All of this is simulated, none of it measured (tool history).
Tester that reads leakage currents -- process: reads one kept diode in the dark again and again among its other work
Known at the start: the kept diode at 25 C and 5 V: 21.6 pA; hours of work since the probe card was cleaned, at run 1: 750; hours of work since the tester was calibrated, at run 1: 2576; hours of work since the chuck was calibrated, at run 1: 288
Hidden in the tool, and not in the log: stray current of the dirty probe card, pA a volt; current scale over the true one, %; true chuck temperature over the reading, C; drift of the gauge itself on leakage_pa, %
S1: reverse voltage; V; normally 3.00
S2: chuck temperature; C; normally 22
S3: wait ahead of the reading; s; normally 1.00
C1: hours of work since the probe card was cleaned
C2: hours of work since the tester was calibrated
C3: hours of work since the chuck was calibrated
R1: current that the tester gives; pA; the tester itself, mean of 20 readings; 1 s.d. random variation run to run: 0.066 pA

{"run": 1, "hour": 0.0, "S1": 3.0, "S2": 22, "S3": 1.0, "C1": 750, "C2": 2576, "C3": 288, "R1": 14.45}
{"run": 2, "hour": 55.9, "S1": 3.0, "S2": 22, "S3": 1.0, "C1": 787, "C2": 2613, "C3": 325, "R1": 14.39}
{"run": 3, "hour": 123.3, "S1": 4.71, "S2": 22, "S3": 1.0, "C1": 831, "C2": 2657, "C3": 368, "R1": 18.61}
{"run": 4, "hour": 224.4, "S1": 4.71, "S2": 22, "S3": 1.0, "C1": 896, "C2": 2722, "C3": 434, "R1": 18.81}
{"run": 5, "hour": 301.4, "S1": 4.71, "S2": 22, "S3": 1.0, "C1": 946, "C2": 2772, "C3": 484, "R1": 18.7}
{"run": 6, "hour": 351.3, "S1": 3.0, "S2": 31, "S3": 1.0, "C1": 979, "C2": 2805, "C3": 517, "R1": 27.15}
{"run": 7, "hour": 447.6, "S1": 3.0, "S2": 31, "S3": 0.37, "C1": 1041, "C2": 2867, "C3": 579, "R1": 28.67}
{"hour": 454.6, "done": "tester calibrated"}
{"run": 8, "hour": 510.2, "S1": 3.0, "S2": 22, "S3": 1.0, "C1": 1081, "C2": 36, "C3": 619, "R1": 14.31}
{"run": 9, "hour": 602.8, "S1": 3.0, "S2": 22, "S3": 1.0, "C1": 1141, "C2": 96, "C3": 679, "R1": 14.38}
{"run": 10, "hour": 649.7, "S1": 3.0, "S2": 22, "S3": 1.0, "C1": 1171, "C2": 127, "C3": 709, "R1": 14.44}
{"run": 11, "hour": 693.5, "S1": 3.0, "S2": 22, "S3": 1.0, "C1": 1200, "C2": 155, "C3": 738, "R1": 14.34}
{"run": 12, "hour": 789.7, "S1": 3.0, "S2": 49, "S3": 0.93, "C1": 1262, "C2": 218, "C3": 800, "R1": 92.02}
{"hour": 821.3, "done": "tester calibrated, once more"}
{"run": 13, "hour": 864.7, "S1": 3.0, "S2": 25, "S3": 1.0, "C1": 1310, "C2": 28, "C3": 848, "R1": 17.69}
{"run": 14, "hour": 924.5, "S1": 2.76, "S2": 24, "S3": 0.98, "C1": 1349, "C2": 67, "C3": 887, "R1": 15.73}
{"run": 15, "hour": 967.1, "S1": 18.06, "S2": 22, "S3": 1.0, "C1": 1376, "C2": 95, "C3": 914, "R1": 44.04}
{"run": 16, "hour": 1057.2, "S1": 18.06, "S2": 22, "S3": 1.0, "C1": 1435, "C2": 153, "C3": 973, "R1": 44.39}
{"run": 17, "hour": 1139.8, "S1": 18.06, "S2": 22, "S3": 1.0, "C1": 1488, "C2": 207, "C3": 1026, "R1": 44.24}
{"run": 18, "hour": 1238.7, "S1": 18.06, "S2": 22, "S3": 1.0, "C1": 1553, "C2": 271, "C3": 1091, "R1": 44.4}
{"run": 19, "hour": 1299.2, "S1": 1.65, "S2": 22, "S3": 0.44, "C1": 1592, "C2": 311, "C3": 1130, "R1": 10.99}
{"run": 20, "hour": 1365.4, "S1": 1.65, "S2": 22, "S3": 0.44, "C1": 1635, "C2": 354, "C3": 1173, "R1": 10.87}
{"run": 21, "hour": 1420.5, "S1": 1.12, "S2": 22, "S3": 1.21, "C1": 1671, "C2": 389, "C3": 1209, "R1": 8.15}
{"run": 22, "hour": 1523.8, "S1": 3.0, "S2": 23, "S3": 1.0, "C1": 1738, "C2": 457, "C3": 1276, "R1": 15.38}

Here are 4 independent what-if runs from the current tool condition. What would each one return?
{"run": "A", "hour": 1624.0, "S1": 5.43, "S2": 33, "S3": 6.36, "C1": 1803, "C2": 522, "C3": 1341, "R1": "?"}
{"run": "B", "hour": 1624.0, "S1": 2.18, "S2": 23, "S3": 1.0, "C1": 1803, "C2": 522, "C3": 1341, "R1": "?"}
{"run": "C", "hour": 1624.0, "S1": 6.03, "S2": 22, "S3": 0.32, "C1": 1803, "C2": 522, "C3": 1341, "R1": "?"}
{"run": "D", "hour": 1624.0, "S1": 3.0, "S2": 47, "S3": 0.66, "C1": 1803, "C2": 522, "C3": 1341, "R1": "?"}

run=A R1=41.12
run=B R1=12.73
run=C R1=26.48
run=D R1=79.28
Stripped of hidden state, with their random variation kept, the same runs would have yielded:
run=A R1=42.06
run=B R1=12.77
run=C R1=25.26
run=D R1=84.45
